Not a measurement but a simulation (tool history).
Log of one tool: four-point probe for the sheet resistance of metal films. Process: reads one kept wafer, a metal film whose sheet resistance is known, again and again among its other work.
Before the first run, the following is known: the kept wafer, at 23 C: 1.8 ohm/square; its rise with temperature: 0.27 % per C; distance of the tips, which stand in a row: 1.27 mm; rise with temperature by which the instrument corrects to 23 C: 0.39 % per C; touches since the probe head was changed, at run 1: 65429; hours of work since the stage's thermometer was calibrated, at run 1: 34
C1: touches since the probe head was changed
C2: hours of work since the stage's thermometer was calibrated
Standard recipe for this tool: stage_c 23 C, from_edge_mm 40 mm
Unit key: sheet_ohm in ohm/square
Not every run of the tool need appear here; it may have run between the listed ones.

Run 1, hour 0.0: usual settings; C1 65429; C2 34. Result: sheet_ohm 1.819032 ohm/square.
Run 2, hour 77.7: usual settings but stage_c 33 C; C1 67344; C2 65. Result: sheet_ohm 1.798436 ohm/square.
Run 3, hour 129.5: usual settings but stage_c 19 C; C1 68621; C2 86. Result: sheet_ohm 1.827658 ohm/square.
Run 4, hour 247.3: usual settings but stage_c 19 C, from_edge_mm 5 mm; C1 71527; C2 134. Result: sheet_ohm 1.888678 ohm/square.
Run 5, hour 357.7: usual settings but stage_c 19 C, from_edge_mm 5 mm; C1 74248; C2 178. Result: sheet_ohm 1.889436 ohm/square.
Run 6, hour 419.9: usual settings but stage_c 19 C, from_edge_mm 5 mm; C1 75782; C2 203. Result: sheet_ohm 1.889799 ohm/square.
Run 7, hour 534.2: usual settings; C1 78600; C2 250. Result: sheet_ohm 1.820936 ohm/square.
Run 8, hour 620.6: usual settings; C1 80728; C2 284. Result: sheet_ohm 1.822145 ohm/square.
Run 9, hour 697.1: usual settings but stage_c 27 C, from_edge_mm 22 mm; C1 82614; C2 315. Result: sheet_ohm 1.816692 ohm/square.
Run 10, hour 751.7: usual settings but stage_c 20 C, from_edge_mm 24 mm; C1 83960; C2 337. Result: sheet_ohm 1.830892 ohm/square.
Run 11, hour 831.9: usual settings but stage_c 28 C, from_edge_mm 7 mm; C1 85938; C2 370. Result: sheet_ohm 1.843553 ohm/square.

Forecast run 12:
Run 12, hour 896.1: usual settings but stage_c 19 C, from_edge_mm 33 mm; C1 87521; C2 396. Result: sheet_ohm ?.

sheet_ohm: 1.832535 ohm/square
Take away the tool's hidden state, keep the run-to-run variation as it was, and the same run would have given sheet_ohm 1.809669 ohm/square.

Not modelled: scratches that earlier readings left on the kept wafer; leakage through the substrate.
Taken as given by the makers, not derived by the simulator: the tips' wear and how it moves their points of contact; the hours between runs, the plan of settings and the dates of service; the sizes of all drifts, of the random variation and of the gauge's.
